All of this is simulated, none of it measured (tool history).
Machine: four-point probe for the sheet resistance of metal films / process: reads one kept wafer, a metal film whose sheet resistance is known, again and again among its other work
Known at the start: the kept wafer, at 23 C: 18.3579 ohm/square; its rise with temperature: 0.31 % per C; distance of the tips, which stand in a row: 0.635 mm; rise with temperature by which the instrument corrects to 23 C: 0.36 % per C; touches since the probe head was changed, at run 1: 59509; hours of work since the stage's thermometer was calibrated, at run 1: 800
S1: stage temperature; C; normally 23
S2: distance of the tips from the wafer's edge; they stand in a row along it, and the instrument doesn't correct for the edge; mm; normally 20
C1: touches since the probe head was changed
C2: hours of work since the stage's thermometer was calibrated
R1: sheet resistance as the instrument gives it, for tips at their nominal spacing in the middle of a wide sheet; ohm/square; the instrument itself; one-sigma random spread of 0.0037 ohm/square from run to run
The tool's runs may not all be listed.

Run 1, day 0: usual settings; C1 59509; C2 800. Result: R1 18.487424 ohm/square.
Run 2, day 1.371: usual settings but S1 32 C; C1 60779; C2 820. Result: R1 18.418384 ohm/square.
Run 3, day 2.317: usual settings but S1 32 C; C1 61658; C2 834. Result: R1 18.414005 ohm/square.
Run 4, day 3.033: usual settings but S1 32 C; C1 62325; C2 845. Result: R1 18.419064 ohm/square.
Run 5, day 3.796: usual settings; C1 63030; C2 856. Result: R1 18.501362 ohm/square.
Run 6, day 4.888: usual settings; C1 64043; C2 872. Result: R1 18.496551 ohm/square.
Run 7, day 6.304: usual settings; C1 65359; C2 893. Result: R1 18.502997 ohm/square.
Run 8, day 7.4: usual settings but S2 22 mm; C1 66375; C2 909. Result: R1 18.497767 ohm/square.
Run 9, day 8.771: usual settings but S2 22 mm; C1 67646; C2 930. Result: R1 18.505496 ohm/square.
Run 10, day 9.517: usual settings but S2 22 mm; C1 68341; C2 941. Result: R1 18.500594 ohm/square.
Run 11, day 10.762: usual settings but S2 22 mm; C1 69494; C2 959. Result: R1 18.50083 ohm/square.
Run 12, day 11.879: usual settings but S2 22 mm; C1 70531; C2 975. Result: R1 18.511272 ohm/square.
Run 13, day 12.5: usual settings but S2 22 mm; C1 71107; C2 985. Result: R1 18.502969 ohm/square.
Run 14, day 13.567: usual settings but S2 22 mm; C1 72096; C2 1000. Result: R1 18.509188 ohm/square.
Run 15, day 14.65: usual settings but S2 22 mm; C1 73101; C2 1016. Result: R1 18.512281 ohm/square.
Run 16, day 15.729: usual settings but S2 22 mm; C1 74103; C2 1032. Result: R1 18.514433 ohm/square.
Run 17, day 16.896: usual settings but S2 22 mm; C1 75186; C2 1049. Result: R1 18.519285 ohm/square.
Run 18, day 18.325: usual settings but S2 22 mm; C1 76511; C2 1070. Result: R1 18.516536 ohm/square.
Run 19, day 19.283: usual settings but S2 5 mm; C1 77401; C2 1085. Result: R1 18.678536 ohm/square.
Run 20, day 20.667: usual settings but S2 5 mm; C1 78683; C2 1105. Result: R1 18.662865 ohm/square.
Run 21, day 21.446: usual settings but S2 5 mm; C1 79408; C2 1116. Result: R1 18.673698 ohm/square.
At day 22.479: new probe head fitted.
Run 22, day 22.508: usual settings but S2 5 mm; C1 27; C2 1131. Result: R1 18.491207 ohm/square.
Run 23, day 23.362: usual settings but S2 21 mm; C1 818; C2 1144. Result: R1 18.333721 ohm/square.
Run 24, day 24.304: usual settings but S1 18 C, S2 16 mm; C1 1692; C2 1158. Result: R1 18.397008 ohm/square.
Run 25, day 25.067: usual settings but S1 30 C, S2 15 mm; C1 2400; C2 1169. Result: R1 18.285406 ohm/square.
Run 26, day 26.404: usual settings but S1 26 C; C1 3643; C2 1189. Result: R1 18.306893 ohm/square.
Run 27, day 27.396: usual settings but S1 26 C; C1 4562; C2 1203. Result: R1 18.316944 ohm/square.
Run 28, day 28.212: usual settings but S1 26 C; C1 5321; C2 1216. Result: R1 18.316552 ohm/square.
Run 29, day 29.258: usual settings but S1 26 C; C1 6290; C2 1231. Result: R1 18.321198 ohm/square.
Run 30, day 30.504: usual settings but S1 26 C; C1 7447; C2 1249. Result: R1 18.317626 ohm/square.
Run 31, day 31.379: usual settings but S1 26 C; C1 8257; C2 1262. Result: R1 18.322564 ohm/square.
Run 32, day 32.117: usual settings but S1 27 C, S2 42 mm; C1 8944; C2 1273. Result: R1 18.30675 ohm/square.
Run 33, day 32.771: usual settings but S1 21 C, S2 29 mm; C1 9550; C2 1283. Result: R1 18.362396 ohm/square.
Run 34, day 33.783: usual settings but S1 21 C, S2 29 mm; C1 10488; C2 1298. Result: R1 18.369349 ohm/square.
Run 35, day 34.725: usual settings but S1 26 C, S2 9 mm; C1 11362; C2 1311. Result: R1 18.371087 ohm/square.
Run 36, day 35.617: usual settings but S1 31 C, S2 24 mm; C1 12191; C2 1325. Result: R1 18.281753 ohm/square.
Run 37, day 36.617: usual settings but S1 31 C, S2 24 mm; C1 13116; C2 1339. Result: R1 18.280414 ohm/square.
Run 38, day 37.538: usual settings but S1 31 C, S2 24 mm; C1 13973; C2 1353. Result: R1 18.282293 ohm/square.
Run 39, day 38.312: usual settings but S1 25 C, S2 45 mm; C1 14691; C2 1364. Result: R1 18.330687 ohm/square.
Run 40, day 39.188: usual settings but S1 29 C, S2 45 mm; C1 15502; C2 1377. Result: R1 18.301004 ohm/square.
Run 41, day 40.233: usual settings but S1 34 C, S2 21 mm; C1 16473; C2 1393. Result: R1 18.259591 ohm/square.
At day 40.958: stage's thermometer calibrated.
Run 42, day 41.667: usual settings but S1 25 C, S2 5 mm; C1 17784; C2 10. Result: R1 18.511999 ohm/square.
Run 43, day 42.279: usual settings but S1 27 C, S2 4 mm; C1 18351; C2 19. Result: R1 18.581375 ohm/square.
Run 44, day 42.917: usual settings but S1 32 C, S2 11 mm; C1 18942; C2 29. Result: R1 18.320723 ohm/square.
Run 45, day 44.067: usual settings but S1 26 C, S2 7 mm; C1 20012; C2 46. Result: R1 18.429944 ohm/square.

Each row is a separate what-if for the run after 45, all from the same tool condition, not one after another. Results?
Run A, day 45.312: usual settings but S1 31 C, S2 7 mm; C1 21166; C2 64. Result: R1 ?.
Run B, day 45.312: usual settings but S2 17 mm; C1 21166; C2 64. Result: R1 ?.
Run C, day 45.312: usual settings but S1 24 C, S2 10 mm; C1 21166; C2 64. Result: R1 ?.

run         R1
  A  18.389765
  B  18.392699
  C  18.413503
Without the tool's hidden state the same runs would have given:
run         R1
  A  18.366757
  B  18.369746
  C  18.390518

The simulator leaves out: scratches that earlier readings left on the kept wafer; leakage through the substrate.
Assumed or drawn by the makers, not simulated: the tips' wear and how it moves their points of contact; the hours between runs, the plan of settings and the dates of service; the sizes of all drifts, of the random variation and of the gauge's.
